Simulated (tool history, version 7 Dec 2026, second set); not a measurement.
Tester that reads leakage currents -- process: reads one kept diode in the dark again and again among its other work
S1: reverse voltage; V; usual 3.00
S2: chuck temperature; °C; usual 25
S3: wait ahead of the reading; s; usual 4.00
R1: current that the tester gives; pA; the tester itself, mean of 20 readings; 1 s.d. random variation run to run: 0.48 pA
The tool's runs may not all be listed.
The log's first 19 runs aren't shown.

run,hour,S1,S2,S3,R1
20,619.3,3.00,25,4.61,166.03
21,668.3,3.27,51,3.84,1525.81
22,695.8,3.27,51,3.84,1538.92
23,731.5,3.27,51,3.84,1536.51
24,759.8,4.56,45,0.56,1081.99
25,797.2,3.07,21,4.00,116.53
26,823.6,3.79,25,5.19,182.52
27,848.6,3.00,25,1.04,167.68
28,874.5,10.41,40,1.07,990.97
29,903.8,3.13,37,7.89,493.92
30,938.2,14.54,54,0.55,3408.69
31,982.2,4.16,47,4.00,1246.79
32,1014.4,1.26,54,2.57,1382.99
33,1041.4,1.66,52,5.78,1317.46
34,1084.9,8.39,43,1.94,1176.04
35,1107.1,19.06,24,2.94,313.88
36,1145.8,3.00,46,5.92,1030.94
37,1182.4,7.18,29,5.92,342.17
38,1221.2,1.72,58,6.06,2129.28
39,1252.5,6.98,39,0.37,805.69

Here are 5 independent what-if runs from the current tool condition. What would each one return?
A,1302.1,2.53,39,2.49,?
B,1302.1,3.00,43,4.00,?
C,1302.1,6.98,50,2.55,?
D,1302.1,6.98,39,1.68,?
E,1302.1,15.43,30,3.45,?

run,R1
A,553.44
B,819.94
C,1958.56
D,805.76
E,503.63
Without the tool's hidden state the same runs would have given:
run,R1
A,510.63
B,758.33
C,1817.86
D,742.58
E,458.79
